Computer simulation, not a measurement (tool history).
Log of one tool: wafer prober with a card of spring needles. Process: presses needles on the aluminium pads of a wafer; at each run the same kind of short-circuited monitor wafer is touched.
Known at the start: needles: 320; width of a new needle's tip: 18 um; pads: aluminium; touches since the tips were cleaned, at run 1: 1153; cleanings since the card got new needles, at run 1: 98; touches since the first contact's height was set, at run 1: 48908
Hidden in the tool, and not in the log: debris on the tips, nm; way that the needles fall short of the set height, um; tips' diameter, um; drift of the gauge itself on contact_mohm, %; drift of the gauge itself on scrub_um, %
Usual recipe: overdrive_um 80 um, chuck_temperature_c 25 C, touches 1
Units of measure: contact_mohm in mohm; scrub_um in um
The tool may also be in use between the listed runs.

run    hour  overdrive_um  chuck_temperature_c  touches  touches since the tips were cleaned  cleanings since the card got new needles  touches since the first contact's height was set  contact_mohm  scrub_um
  1       0            80                   25        1                                 1153                                        98                                             48908           201        12
        5.3  -- tips cleaned on abrasive film
       18.3  -- tips cleaned on abrasive film
       31.4  -- tips cleaned on abrasive film
       44.5  -- tips cleaned on abrasive film
       57.5  -- tips cleaned on abrasive film
  2    64.1            80                   25        1                                 1074                                       103                                             59363           200     11.98
       69.3  -- tips cleaned on abrasive film
       82.4  -- tips cleaned on abrasive film
       92.9  -- tips cleaned on abrasive film
      105.9  -- tips cleaned on abrasive film
      116.4  -- tips cleaned on abrasive film
      129.5  -- tips cleaned on abrasive film
      142.5  -- tips cleaned on abrasive film
  3   142.9            80                   25        3                                   56                                       110                                             72211           203     11.97
      145.8  -- height of the first contact set anew
      153.7  -- tips cleaned on abrasive film
      164.1  -- tips cleaned on abrasive film
      177.2  -- tips cleaned on abrasive film
      187.7  -- tips cleaned on abrasive film
      199.9  -- tips cleaned on abrasive film
  4   199.9            83                   25        1                                    0                                       115                                              8818           201     12.35
      212.9  -- tips cleaned on abrasive film
        226  -- tips cleaned on abrasive film
      236.5  -- tips cleaned on abrasive film
      249.5  -- tips cleaned on abrasive film
      262.6  -- tips cleaned on abrasive film
      275.7  -- tips cleaned on abrasive film
  5   285.3            80                   25        1                                 1592                                       121                                             22775           205     12.05
        288  -- tips cleaned on abrasive film
      301.1  -- tips cleaned on abrasive film
      314.2  -- tips cleaned on abrasive film
      324.6  -- tips cleaned on abrasive film
      337.7  -- tips cleaned on abrasive film
      348.2  -- tips cleaned on abrasive film
  6   350.9            80                   27        1                                  449                                       127                                             33457           201     11.93
      358.8  -- tips cleaned on abrasive film
      369.2  -- tips cleaned on abrasive film
      382.3  -- tips cleaned on abrasive film
      392.8  -- tips cleaned on abrasive film
  7   397.5            80                   27        1                                  778                                       131                                             41060           201     11.87
      405.4  -- tips cleaned on abrasive film
      415.9  -- tips cleaned on abrasive film
      428.9  -- tips cleaned on abrasive film
        442  -- tips cleaned on abrasive film
  8   448.5            80                   25        3                                 1071                                       135                                             49379           200     11.93
      453.8  -- tips cleaned on abrasive film
      464.2  -- tips cleaned on abrasive film
      477.3  -- tips cleaned on abrasive film
      490.4  -- tips cleaned on abrasive film
      503.4  -- tips cleaned on abrasive film
      516.5  -- tips cleaned on abrasive film
  9   518.5            80                   25        3                                  335                                       141                                             60800           204     11.84
        529  -- tips cleaned on abrasive film
      542.1  -- tips cleaned on abrasive film
      555.1  -- tips cleaned on abrasive film
      568.2  -- tips cleaned on abrasive film
      581.2  -- tips cleaned on abrasive film
      589.3  -- height of the first contact set anew
      593.8  -- tips cleaned on abrasive film
 10   593.8            80                   25        3                                    0                                       147                                               726           202     11.88
      604.3  -- tips cleaned on abrasive film
      617.4  -- tips cleaned on abrasive film
      630.4  -- tips cleaned on abrasive film
      640.9  -- tips cleaned on abrasive film
        654  -- tips cleaned on abrasive film
        667  -- tips cleaned on abrasive film
 11   672.4            80                   25        3                                  879                                       153                                             13544           204     11.79
      677.6  -- tips cleaned on abrasive film
        688  -- tips cleaned on abrasive film
      701.1  -- tips cleaned on abrasive film
      714.2  -- tips cleaned on abrasive film
      727.2  -- tips cleaned on abrasive film
      740.3  -- tips cleaned on abrasive film
 12   748.3            68                  112        1                                 1322                                       159                                             25942           225     10.08
        751  -- tips cleaned on abrasive film
      761.5  -- tips cleaned on abrasive film
        772  -- tips cleaned on abrasive film
        785  -- tips cleaned on abrasive film
      795.5  -- tips cleaned on abrasive film
 13   803.2            98                   26        1                                 1266                                       164                                             34881           199     14.48
      808.5  -- tips cleaned on abrasive film
      818.9  -- tips cleaned on abrasive film
      829.4  -- tips cleaned on abrasive film
      842.5  -- tips cleaned on abrasive film
        854  -- tips cleaned on abrasive film
 14     854            98                   26        2                                    0                                       169                                             43155           198     14.49
        867  -- tips cleaned on abrasive film
      877.5  -- tips cleaned on abrasive film
        888  -- tips cleaned on abrasive film
        901  -- tips cleaned on abrasive film
      912.8  -- tips cleaned on abrasive film
 15   912.8            98                   40        1                                    0                                       174                                             52749           202     14.44
      925.9  -- tips cleaned on abrasive film
      938.9  -- tips cleaned on abrasive film
      949.4  -- tips cleaned on abrasive film
      962.5  -- tips cleaned on abrasive film
      972.9  -- tips cleaned on abrasive film
 16   973.1            91                   35        1                                   22                                       179                                             62577           198     13.53
      983.6  -- tips cleaned on abrasive film
      994.1  -- tips cleaned on abrasive film
     1007.1  -- tips cleaned on abrasive film
 17  1012.3            75                   77        3                                  850                                       182                                             68981           214     11.08
     1020.2  -- tips cleaned on abrasive film
     1030.6  -- tips cleaned on abrasive film
     1033.5  -- height of the first contact set anew
     1041.4  -- tips cleaned on abrasive film
     1051.9  -- tips cleaned on abrasive film
     1064.9  -- tips cleaned on abrasive film
       1078  -- tips cleaned on abrasive film
     1090.8  -- tips cleaned on abrasive film
 18  1090.8            62                   42        3                                    0                                       189                                              9331           210       9.2

Run 19 comes next. What will it give?
     1103.8  -- tips cleaned on abrasive film
     1116.9  -- tips cleaned on abrasive film
     1129.9  -- tips cleaned on abrasive film
 19  1136.2            64                   25        3                                 1035                                       192                                             16762             ?         ?

contact_mohm: 205 mohm
scrub_um: 9.4 um
With no hidden state in the tool, this same run would have given contact_mohm 205 mohm, scrub_um 9.55 um.

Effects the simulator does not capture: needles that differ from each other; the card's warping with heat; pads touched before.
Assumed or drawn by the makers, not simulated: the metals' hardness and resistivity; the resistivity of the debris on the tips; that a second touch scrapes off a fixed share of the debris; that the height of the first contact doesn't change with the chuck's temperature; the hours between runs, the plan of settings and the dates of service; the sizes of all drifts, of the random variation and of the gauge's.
